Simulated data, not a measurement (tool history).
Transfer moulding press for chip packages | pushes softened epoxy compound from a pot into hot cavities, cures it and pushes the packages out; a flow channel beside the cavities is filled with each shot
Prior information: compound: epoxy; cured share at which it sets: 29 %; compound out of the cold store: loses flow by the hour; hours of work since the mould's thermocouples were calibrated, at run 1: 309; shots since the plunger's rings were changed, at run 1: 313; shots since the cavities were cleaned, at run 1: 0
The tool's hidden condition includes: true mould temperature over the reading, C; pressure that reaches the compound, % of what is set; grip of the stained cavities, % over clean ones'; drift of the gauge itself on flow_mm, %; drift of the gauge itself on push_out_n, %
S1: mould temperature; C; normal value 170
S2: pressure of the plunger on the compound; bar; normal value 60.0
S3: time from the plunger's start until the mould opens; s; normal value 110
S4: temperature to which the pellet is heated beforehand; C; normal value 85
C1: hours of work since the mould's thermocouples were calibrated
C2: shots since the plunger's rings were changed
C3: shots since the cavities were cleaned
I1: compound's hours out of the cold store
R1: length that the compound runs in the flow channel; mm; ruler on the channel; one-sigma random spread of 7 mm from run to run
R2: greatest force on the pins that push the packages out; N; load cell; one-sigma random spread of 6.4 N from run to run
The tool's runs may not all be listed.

{"run": 1, "hour": 0.0, "S1": 170, "S2": 60.0, "S3": 110, "S4": 85, "C1": 309, "C2": 313, "C3": 0, "I1": 43.6, "R1": 712, "R2": 236}
{"run": 2, "hour": 17.1, "S1": 170, "S2": 60.0, "S3": 110, "S4": 85, "C1": 317, "C2": 467, "C3": 154, "I1": 41.9, "R1": 727, "R2": 273}
{"run": 3, "hour": 27.6, "S1": 170, "S2": 60.0, "S3": 110, "S4": 85, "C1": 322, "C2": 562, "C3": 249, "I1": 37.3, "R1": 740, "R2": 300}
{"run": 4, "hour": 37.2, "S1": 170, "S2": 60.0, "S3": 110, "S4": 85, "C1": 327, "C2": 648, "C3": 335, "I1": 18.1, "R1": 849, "R2": 327}
{"run": 5, "hour": 47.5, "S1": 170, "S2": 60.0, "S3": 112, "S4": 85, "C1": 332, "C2": 741, "C3": 428, "I1": 39.9, "R1": 735, "R2": 316}
{"run": 6, "hour": 57.0, "S1": 170, "S2": 60.0, "S3": 112, "S4": 85, "C1": 337, "C2": 826, "C3": 513, "I1": 24.1, "R1": 804, "R2": 321}
{"hour": 67.3, "done": "mould's thermocouples calibrated"}
{"run": 7, "hour": 78.3, "S1": 170, "S2": 60.0, "S3": 112, "S4": 85, "C1": 5, "C2": 1001, "C3": 688, "I1": 39.9, "R1": 720, "R2": 341}
{"hour": 93.8, "done": "cavities cleaned with cleaning compound and waxed"}
{"run": 8, "hour": 96.3, "S1": 170, "S2": 60.0, "S3": 112, "S4": 85, "C1": 14, "C2": 1150, "C3": 23, "I1": 33.1, "R1": 747, "R2": 245}
{"run": 9, "hour": 113.1, "S1": 170, "S2": 60.0, "S3": 112, "S4": 85, "C1": 22, "C2": 1301, "C3": 174, "I1": 18.6, "R1": 829, "R2": 295}
{"run": 10, "hour": 134.3, "S1": 170, "S2": 60.0, "S3": 110, "S4": 85, "C1": 32, "C2": 1492, "C3": 365, "I1": 37.2, "R1": 728, "R2": 332}
{"run": 11, "hour": 152.5, "S1": 170, "S2": 60.0, "S3": 110, "S4": 93, "C1": 41, "C2": 1656, "C3": 529, "I1": 18.7, "R1": 810, "R2": 356}
{"run": 12, "hour": 164.6, "S1": 170, "S2": 60.0, "S3": 110, "S4": 80, "C1": 47, "C2": 1765, "C3": 638, "I1": 35.0, "R1": 729, "R2": 362}
{"run": 13, "hour": 182.8, "S1": 170, "S2": 60.0, "S3": 106, "S4": 85, "C1": 56, "C2": 1929, "C3": 802, "I1": 42.8, "R1": 698, "R2": 378}
{"hour": 185.6, "done": "cavities cleaned with cleaning compound and waxed"}
{"run": 14, "hour": 203.0, "S1": 170, "S2": 60.0, "S3": 106, "S4": 91, "C1": 65, "C2": 2098, "C3": 157, "I1": 17.0, "R1": 819, "R2": 318}
{"run": 15, "hour": 221.1, "S1": 170, "S2": 60.0, "S3": 106, "S4": 91, "C1": 74, "C2": 2260, "C3": 319, "I1": 30.8, "R1": 753, "R2": 340}
{"run": 16, "hour": 236.4, "S1": 170, "S2": 73.0, "S3": 106, "S4": 91, "C1": 82, "C2": 2399, "C3": 458, "I1": 38.9, "R1": 781, "R2": 342}
{"run": 17, "hour": 255.8, "S1": 165, "S2": 60.1, "S3": 137, "S4": 80, "C1": 91, "C2": 2573, "C3": 632, "I1": 33.4, "R1": 746, "R2": 331}
{"run": 18, "hour": 272.9, "S1": 165, "S2": 60.1, "S3": 137, "S4": 80, "C1": 99, "C2": 2727, "C3": 786, "I1": 18.0, "R1": 818, "R2": 356}
{"hour": 277.3, "done": "cavities cleaned with cleaning compound and waxed"}
{"run": 19, "hour": 292.3, "S1": 165, "S2": 60.1, "S3": 137, "S4": 80, "C1": 108, "C2": 2889, "C3": 135, "I1": 20.7, "R1": 813, "R2": 272}
{"run": 20, "hour": 314.0, "S1": 165, "S2": 60.1, "S3": 137, "S4": 80, "C1": 119, "C2": 3085, "C3": 331, "I1": 17.5, "R1": 826, "R2": 305}
{"run": 21, "hour": 334.2, "S1": 165, "S2": 49.4, "S3": 99, "S4": 80, "C1": 129, "C2": 3266, "C3": 512, "I1": 15.8, "R1": 741, "R2": 690}
{"run": 22, "hour": 350.2, "S1": 165, "S2": 49.4, "S3": 99, "S4": 80, "C1": 137, "C2": 3411, "C3": 657, "I1": 16.9, "R1": 732, "R2": 704}
{"hour": 368.5, "done": "cavities cleaned with cleaning compound and waxed"}
{"run": 23, "hour": 371.1, "S1": 165, "S2": 49.4, "S3": 99, "S4": 80, "C1": 146, "C2": 3586, "C3": 24, "I1": 10.4, "R1": 771, "R2": 514}
{"run": 24, "hour": 392.5, "S1": 170, "S2": 60.0, "S3": 94, "S4": 86, "C1": 157, "C2": 3779, "C3": 217, "I1": 18.6, "R1": 772, "R2": 442}
{"run": 25, "hour": 403.1, "S1": 174, "S2": 49.5, "S3": 94, "S4": 93, "C1": 162, "C2": 3874, "C3": 312, "I1": 15.6, "R1": 736, "R2": 348}
{"run": 26, "hour": 422.2, "S1": 174, "S2": 49.5, "S3": 122, "S4": 90, "C1": 171, "C2": 4046, "C3": 484, "I1": 17.9, "R1": 694, "R2": 260}
{"run": 27, "hour": 441.6, "S1": 170, "S2": 60.0, "S3": 129, "S4": 85, "C1": 181, "C2": 4221, "C3": 659, "I1": 31.5, "R1": 720, "R2": 296}
{"hour": 459.6, "done": "cavities cleaned with cleaning compound and waxed"}
{"run": 28, "hour": 460.0, "S1": 164, "S2": 45.2, "S3": 133, "S4": 87, "C1": 189, "C2": 4373, "C3": 3, "I1": 29.6, "R1": 643, "R2": 244}
{"run": 29, "hour": 469.2, "S1": 164, "S2": 45.2, "S3": 133, "S4": 87, "C1": 194, "C2": 4456, "C3": 86, "I1": 21.8, "R1": 667, "R2": 278}

Consider 4 possible next runs. They are alternatives, not a sequence: every one starts from the tool as it was left by run 29. What does each give?
{"run": "A", "hour": 487.7, "S1": 170, "S2": 60.0, "S3": 117, "S4": 91, "C1": 203, "C2": 4623, "C3": 253, "I1": 27.8, "R1": "?", "R2": "?"}
{"run": "B", "hour": 487.7, "S1": 170, "S2": 60.0, "S3": 95, "S4": 81, "C1": 203, "C2": 4623, "C3": 253, "I1": 12.1, "R1": "?", "R2": "?"}
{"run": "C", "hour": 487.7, "S1": 164, "S2": 45.2, "S3": 147, "S4": 87, "C1": 203, "C2": 4623, "C3": 253, "I1": 38.9, "R1": "?", "R2": "?"}
{"run": "D", "hour": 487.7, "S1": 173, "S2": 45.2, "S3": 133, "S4": 90, "C1": 203, "C2": 4623, "C3": 253, "I1": 46.0, "R1": "?", "R2": "?"}

run=A R1=721 R2=270
run=B R1=806 R2=453
run=C R1=595 R2=268
run=D R1=548 R2=222
Stripped of hidden state, with their random variation kept, the same runs would have yielded:
run=A R1=800 R2=220
run=B R1=895 R2=368
run=C R1=661 R2=219
run=D R1=608 R2=182

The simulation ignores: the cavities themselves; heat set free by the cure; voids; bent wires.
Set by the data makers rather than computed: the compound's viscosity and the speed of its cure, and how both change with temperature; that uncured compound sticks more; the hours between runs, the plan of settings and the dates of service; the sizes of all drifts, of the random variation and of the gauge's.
